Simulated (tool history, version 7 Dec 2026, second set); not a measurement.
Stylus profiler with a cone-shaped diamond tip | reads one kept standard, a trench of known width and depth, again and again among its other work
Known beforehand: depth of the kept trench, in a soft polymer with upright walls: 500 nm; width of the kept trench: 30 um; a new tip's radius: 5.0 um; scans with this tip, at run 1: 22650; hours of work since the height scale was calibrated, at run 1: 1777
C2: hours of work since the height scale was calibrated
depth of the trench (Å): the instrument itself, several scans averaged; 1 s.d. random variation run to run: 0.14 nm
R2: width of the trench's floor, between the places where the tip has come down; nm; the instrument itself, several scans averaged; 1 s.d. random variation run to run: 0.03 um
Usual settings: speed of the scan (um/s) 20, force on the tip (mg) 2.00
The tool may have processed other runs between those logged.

{"run": 1, "hour": 0.0, "speed of the scan (um/s)": 20, "force on the tip (mg)": 2.0, "scans with this tip": 22650, "C2": 1777, "depth of the trench (Å)": 5078.0, "R2": 23380}
{"run": 2, "hour": 58.8, "speed of the scan (um/s)": 20, "force on the tip (mg)": 2.0, "scans with this tip": 23191, "C2": 1820, "depth of the trench (Å)": 5078.8, "R2": 23260}
{"run": 3, "hour": 106.2, "speed of the scan (um/s)": 20, "force on the tip (mg)": 2.0, "scans with this tip": 23627, "C2": 1854, "depth of the trench (Å)": 5076.2, "R2": 23300}
{"run": 4, "hour": 154.4, "speed of the scan (um/s)": 20, "force on the tip (mg)": 2.0, "scans with this tip": 24071, "C2": 1889, "depth of the trench (Å)": 5081.3, "R2": 23290}
{"hour": 206.3, "done": "new tip fitted, height scale calibrated"}
{"run": 5, "hour": 206.3, "speed of the scan (um/s)": 9, "force on the tip (mg)": 2.0, "scans with this tip": 0, "C2": 0, "depth of the trench (Å)": 5044.7, "R2": 25610}
{"run": 6, "hour": 263.7, "speed of the scan (um/s)": 9, "force on the tip (mg)": 2.0, "scans with this tip": 527, "C2": 41, "depth of the trench (Å)": 5043.2, "R2": 25570}
{"run": 7, "hour": 301.7, "speed of the scan (um/s)": 20, "force on the tip (mg)": 1.56, "scans with this tip": 877, "C2": 69, "depth of the trench (Å)": 5036.0, "R2": 25530}
{"run": 8, "hour": 376.7, "speed of the scan (um/s)": 20, "force on the tip (mg)": 1.56, "scans with this tip": 1566, "C2": 123, "depth of the trench (Å)": 5038.3, "R2": 25400}
{"hour": 384.2, "done": "height scale calibrated on a step standard"}
{"run": 9, "hour": 454.4, "speed of the scan (um/s)": 39, "force on the tip (mg)": 1.96, "scans with this tip": 2276, "C2": 51, "depth of the trench (Å)": 5046.7, "R2": 25280}
{"run": 10, "hour": 508.3, "speed of the scan (um/s)": 39, "force on the tip (mg)": 1.96, "scans with this tip": 2772, "C2": 90, "depth of the trench (Å)": 5050.3, "R2": 25210}

Run 11 has not been measured yet. What should we expect?
{"run": 11, "hour": 581.0, "speed of the scan (um/s)": 48, "force on the tip (mg)": 2.0, "scans with this tip": 3441, "C2": 142, "depth of the trench (Å)": "?", "R2": "?"}

{"run 11": {"depth of the trench (Å)": 5050.5, "R2": 25130}}
Had the tool carried no hidden state, the very same run would have given depth of the trench (Å) 5046.5, R2 25510 nm.
